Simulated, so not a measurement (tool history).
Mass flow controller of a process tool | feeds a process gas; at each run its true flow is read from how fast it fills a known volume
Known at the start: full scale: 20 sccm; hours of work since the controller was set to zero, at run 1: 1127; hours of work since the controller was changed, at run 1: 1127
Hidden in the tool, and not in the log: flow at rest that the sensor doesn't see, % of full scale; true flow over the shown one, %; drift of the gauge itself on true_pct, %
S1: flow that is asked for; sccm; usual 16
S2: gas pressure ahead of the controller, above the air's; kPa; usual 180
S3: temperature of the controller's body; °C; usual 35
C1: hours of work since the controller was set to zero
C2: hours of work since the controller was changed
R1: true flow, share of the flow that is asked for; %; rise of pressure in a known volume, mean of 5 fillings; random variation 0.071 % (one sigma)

{"run": 1, "day": 0.0, "S1": 16, "S2": 180, "S3": 35, "C1": 1127, "C2": 1127, "R1": 99.18}
{"run": 2, "day": 12.133, "S1": 16, "S2": 180, "S3": 35, "C1": 1290, "C2": 1290, "R1": 99.1}
{"run": 3, "day": 19.946, "S1": 16, "S2": 180, "S3": 35, "C1": 1395, "C2": 1395, "R1": 98.94}
{"run": 4, "day": 31.438, "S1": 16, "S2": 229, "S3": 35, "C1": 1549, "C2": 1549, "R1": 99.17}
{"run": 5, "day": 36.988, "S1": 16, "S2": 229, "S3": 35, "C1": 1624, "C2": 1624, "R1": 99.01}
{"run": 6, "day": 44.992, "S1": 16, "S2": 229, "S3": 30, "C1": 1731, "C2": 1731, "R1": 98.56}
{"run": 7, "day": 55.662, "S1": 16, "S2": 180, "S3": 35, "C1": 1875, "C2": 1875, "R1": 98.67}
{"run": 8, "day": 64.538, "S1": 16, "S2": 180, "S3": 26, "C1": 1994, "C2": 1994, "R1": 98.01}
{"run": 9, "day": 73.733, "S1": 16, "S2": 180, "S3": 26, "C1": 2117, "C2": 2117, "R1": 98.02}
{"run": 10, "day": 78.933, "S1": 8, "S2": 180, "S3": 26, "C1": 2187, "C2": 2187, "R1": 96.13}
{"run": 11, "day": 90.079, "S1": 8, "S2": 180, "S3": 26, "C1": 2337, "C2": 2337, "R1": 96.01}
{"run": 12, "day": 99.267, "S1": 8, "S2": 180, "S3": 26, "C1": 2460, "C2": 2460, "R1": 95.89}
{"run": 13, "day": 106.238, "S1": 16, "S2": 180, "S3": 39, "C1": 2554, "C2": 2554, "R1": 98.37}
{"run": 14, "day": 111.579, "S1": 16, "S2": 180, "S3": 39, "C1": 2625, "C2": 2625, "R1": 98.21}
{"run": 15, "day": 119.742, "S1": 14, "S2": 190, "S3": 28, "C1": 2735, "C2": 2735, "R1": 97.21}
{"run": 16, "day": 131.746, "S1": 14, "S2": 190, "S3": 28, "C1": 2896, "C2": 2896, "R1": 97.08}
{"run": 17, "day": 138.679, "S1": 3, "S2": 261, "S3": 30, "C1": 2989, "C2": 2989, "R1": 92.41}
{"run": 18, "day": 146.721, "S1": 3, "S2": 261, "S3": 30, "C1": 3097, "C2": 3097, "R1": 92.13}
{"run": 19, "day": 157.896, "S1": 3, "S2": 261, "S3": 30, "C1": 3247, "C2": 3247, "R1": 91.82}
{"run": 20, "day": 164.838, "S1": 16, "S2": 202, "S3": 23, "C1": 3341, "C2": 3341, "R1": 96.85}
{"run": 21, "day": 175.508, "S1": 16, "S2": 202, "S3": 23, "C1": 3484, "C2": 3484, "R1": 96.79}
{"run": 22, "day": 184.471, "S1": 16, "S2": 222, "S3": 34, "C1": 3604, "C2": 3604, "R1": 97.5}
{"run": 23, "day": 190.608, "S1": 3, "S2": 154, "S3": 24, "C1": 3687, "C2": 3687, "R1": 90.12}
{"run": 24, "day": 199.892, "S1": 13, "S2": 158, "S3": 32, "C1": 3811, "C2": 3811, "R1": 96.31}

Run 25 comes next. What will it give?
{"run": 25, "day": 212.108, "S1": 13, "S2": 158, "S3": 32, "C1": 3975, "C2": 3975, "R1": "?"}

R1: 96.09 %
Without the tool's hidden state the same run would have given R1 99.33 %.
